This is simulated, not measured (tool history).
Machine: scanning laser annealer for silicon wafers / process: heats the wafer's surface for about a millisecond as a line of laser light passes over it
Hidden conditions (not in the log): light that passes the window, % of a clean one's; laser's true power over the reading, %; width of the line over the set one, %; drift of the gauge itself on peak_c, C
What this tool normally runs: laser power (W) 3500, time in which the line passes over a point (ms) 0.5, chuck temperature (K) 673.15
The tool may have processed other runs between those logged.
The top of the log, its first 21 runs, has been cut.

| run | hour | laser power (W) | time in which the line passes over a point (ms) | chuck temperature (K) | hours of work since the window was cleaned | hours of work since the power meter was calibrated | hours of work since the optics were aligned | highest temperature of the surface (K) |
|---|---|---|---|---|---|---|---|---|
| 22 | 1038.8 | 3500 | 0.5 | 673.15 | 193 | 1980 | 815 | 1440.15 |
| 23 | 1110.6 | 3800 | 0.414 | 663.15 | 228 | 2015 | 850 | 1416.15 |
|  | 1155.4 | optics aligned, line set to its width |
| 24 | 1167.7 | 3500 | 0.371 | 634.15 | 254 | 2041 | 6 | 1311.15 |
| 25 | 1206.3 | 3541 | 0.451 | 662.15 | 273 | 2059 | 25 | 1413.15 |
| 26 | 1262.8 | 3418 | 0.43 | 662.15 | 300 | 2087 | 52 | 1371.15 |
| 27 | 1323 | 3240 | 0.5 | 671.15 | 330 | 2116 | 82 | 1394.15 |
| 28 | 1392.7 | 3508 | 0.5 | 650.15 | 364 | 2150 | 116 | 1427.15 |
| 29 | 1450.5 | 3793 | 0.5 | 650.15 | 392 | 2179 | 144 | 1485.15 |
| 30 | 1485.2 | 3793 | 0.5 | 650.15 | 409 | 2196 | 161 | 1483.15 |
| 31 | 1526.9 | 3793 | 0.5 | 650.15 | 429 | 2216 | 181 | 1480.15 |
| 32 | 1569.6 | 3793 | 0.5 | 650.15 | 450 | 2237 | 202 | 1484.15 |
| 33 | 1637.8 | 3793 | 0.5 | 650.15 | 483 | 2270 | 236 | 1476.15 |
| 34 | 1670.5 | 3793 | 0.5 | 650.15 | 499 | 2286 | 251 | 1481.15 |
| 35 | 1711.9 | 3092 | 0.5 | 682.15 | 519 | 2306 | 272 | 1370.15 |
| 36 | 1783.9 | 3500 | 0.555 | 660.15 | 555 | 2341 | 307 | 1468.15 |
| 37 | 1816.9 | 3605 | 0.5 | 699.15 | 571 | 2358 | 323 | 1492.15 |
| 38 | 1891.7 | 3605 | 0.5 | 654.15 | 607 | 2394 | 359 | 1445.15 |
| 39 | 1953 | 3358 | 0.403 | 641.15 | 637 | 2424 | 389 | 1304.15 |
| 40 | 1998.4 | 3126 | 0.535 | 643.15 | 659 | 2446 | 412 | 1359.15 |
| 41 | 2062.3 | 3126 | 0.535 | 643.15 | 691 | 2477 | 443 | 1354.15 |
| 42 | 2108.6 | 3297 | 0.461 | 636.15 | 713 | 2500 | 465 | 1335.15 |

3 ways to go on from here, each from the tool as it stands after run 42. What would each give?
| A | 2156.7 | 3297 | 0.359 | 641.15 | 737 | 2523 | 489 | ? |
| B | 2156.7 | 3648 | 0.427 | 636.15 | 737 | 2523 | 489 | ? |
| C | 2156.7 | 3169 | 0.491 | 653.15 | 737 | 2523 | 489 | ? |

| run | highest temperature of the surface (K) |
|---|---|
| A | 1259.15 |
| B | 1369.15 |
| C | 1347.15 |
Had the tool no hidden state, the same runs would have come out as:
| run | highest temperature of the surface (K) |
|---|---|
| A | 1274.15 |
| B | 1386.15 |
| C | 1363.15 |
